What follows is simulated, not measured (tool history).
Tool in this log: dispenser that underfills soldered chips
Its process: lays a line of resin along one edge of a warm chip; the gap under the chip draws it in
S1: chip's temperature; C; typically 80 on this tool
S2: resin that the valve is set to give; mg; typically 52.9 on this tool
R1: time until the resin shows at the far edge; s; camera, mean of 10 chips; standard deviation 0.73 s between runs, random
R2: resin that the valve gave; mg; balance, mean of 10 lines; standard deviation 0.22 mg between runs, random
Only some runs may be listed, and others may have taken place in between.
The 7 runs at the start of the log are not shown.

| run | hour | S1 | S2 | R1 | R2 |
|---|---|---|---|---|---|
|  | 70.2 | new syringe of resin |
|  | 80.5 | new syringe of resin |
| 8 | 81.5 | 80 | 52.9 | 78.0 | 49.71 |
|  | 91.2 | new syringe of resin |
| 9 | 96.4 | 80 | 52.9 | 98.1 | 49.57 |
|  | 101.8 | new syringe of resin |
| 10 | 103.7 | 80 | 52.9 | 81.0 | 49.57 |
|  | 113.4 | new syringe of resin |
| 11 | 114.2 | 80 | 52.9 | 79.4 | 49.22 |
|  | 116.2 | dispensing valve cleaned and set on the balance |
|  | 126.0 | new syringe of resin |
| 12 | 131.5 | 80 | 52.9 | 95.3 | 52.54 |
|  | 136.7 | new syringe of resin |
| 13 | 145.8 | 80 | 56.1 | 115.8 | 55.37 |
|  | 148.1 | new syringe of resin |
| 14 | 157.1 | 80 | 52.9 | 115.9 | 51.61 |
|  | 159.4 | new syringe of resin |
|  | 170.4 | new syringe of resin |
| 15 | 172.9 | 80 | 52.9 | 85.2 | 51.43 |
|  | 181.2 | new syringe of resin |
| 16 | 182.1 | 80 | 52.9 | 76.9 | 51.07 |
|  | 191.9 | new syringe of resin |
| 17 | 194.5 | 89 | 52.9 | 61.3 | 50.95 |
|  | 203.0 | new syringe of resin |
| 18 | 208.5 | 93 | 54.0 | 60.5 | 51.69 |
|  | 213.8 | new syringe of resin |
| 19 | 216.5 | 93 | 54.0 | 53.2 | 51.34 |
|  | 224.2 | new syringe of resin |
| 20 | 230.6 | 73 | 57.5 | 135.2 | 54.46 |
|  | 235.0 | new syringe of resin |
|  | 245.6 | new syringe of resin |
| 21 | 245.6 | 70 | 52.9 | 112.9 | 49.47 |

Run 22, settings as shown, results not yet in. Your forecast:
|  | 247.4 | dispensing valve cleaned and set on the balance |
|  | 257.0 | new syringe of resin |
| 22 | 257.2 | 68 | 65.3 | ? | ? |

{"run 22": {"R1": 121.1, "R2": 65.39}}
The same run, on a tool lacking any hidden state, would have yielded R1 105.6 s, R2 65.79 mg.
